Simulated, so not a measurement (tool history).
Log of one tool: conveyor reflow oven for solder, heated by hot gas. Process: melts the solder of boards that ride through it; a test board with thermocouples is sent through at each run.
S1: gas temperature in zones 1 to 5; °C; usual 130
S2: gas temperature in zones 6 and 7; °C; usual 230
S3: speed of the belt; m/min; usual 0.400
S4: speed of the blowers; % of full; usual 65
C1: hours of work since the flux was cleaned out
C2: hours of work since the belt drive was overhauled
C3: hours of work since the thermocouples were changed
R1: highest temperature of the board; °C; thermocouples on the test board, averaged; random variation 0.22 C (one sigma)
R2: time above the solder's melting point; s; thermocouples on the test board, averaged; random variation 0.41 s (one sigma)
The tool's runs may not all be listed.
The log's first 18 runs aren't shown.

run,hour,S1,S2,S3,S4,C1,C2,C3,R1,R2
19,273.1,141,232,0.400,65,365,70,450,214.3,65.2
# hour 279.2: flux residue cleaned out of gas plates and filters
20,291.3,141,232,0.343,71,9,80,460,219.6,84.2
21,308.8,141,232,0.343,71,23,93,474,220.1,84.5
22,327.7,130,230,0.378,73,37,108,488,214.1,64.6
23,338.8,130,230,0.378,73,46,117,497,213.6,64.4
# hour 351.0: flux residue cleaned out of gas plates and filters, once more
24,354.5,137,230,0.468,65,3,125,505,207.6,47.0
25,368.1,119,237,0.474,65,13,135,516,208.3,40.7
26,384.2,130,240,0.400,56,26,148,528,217.4,63.0
27,396.8,130,240,0.400,56,35,158,538,216.6,63.4
28,406.8,130,240,0.400,56,43,165,546,217.4,62.9
29,421.1,130,240,0.400,56,54,176,557,217.4,63.7
30,433.0,130,240,0.400,56,63,185,566,217.2,64.3

Forecast each of these 5 alternatives for the next run:
A,447.5,130,244,0.433,65,74,197,577,?,?
B,447.5,134,237,0.400,60,74,197,577,?,?
C,447.5,130,240,0.326,76,74,197,577,?,?
D,447.5,129,232,0.321,65,74,197,577,?,?
E,447.5,130,240,0.466,79,74,197,577,?,?

run,R1,R2
A,220.6,62.4
B,216.7,64.9
C,230.0,94.2
D,220.4,84.9
E,219.1,56.1
Without the tool's hidden state the same runs would have given:
run,R1,R2
A,219.5,61.1
B,215.5,63.4
C,228.7,92.8
D,219.1,83.2
E,218.1,55.1

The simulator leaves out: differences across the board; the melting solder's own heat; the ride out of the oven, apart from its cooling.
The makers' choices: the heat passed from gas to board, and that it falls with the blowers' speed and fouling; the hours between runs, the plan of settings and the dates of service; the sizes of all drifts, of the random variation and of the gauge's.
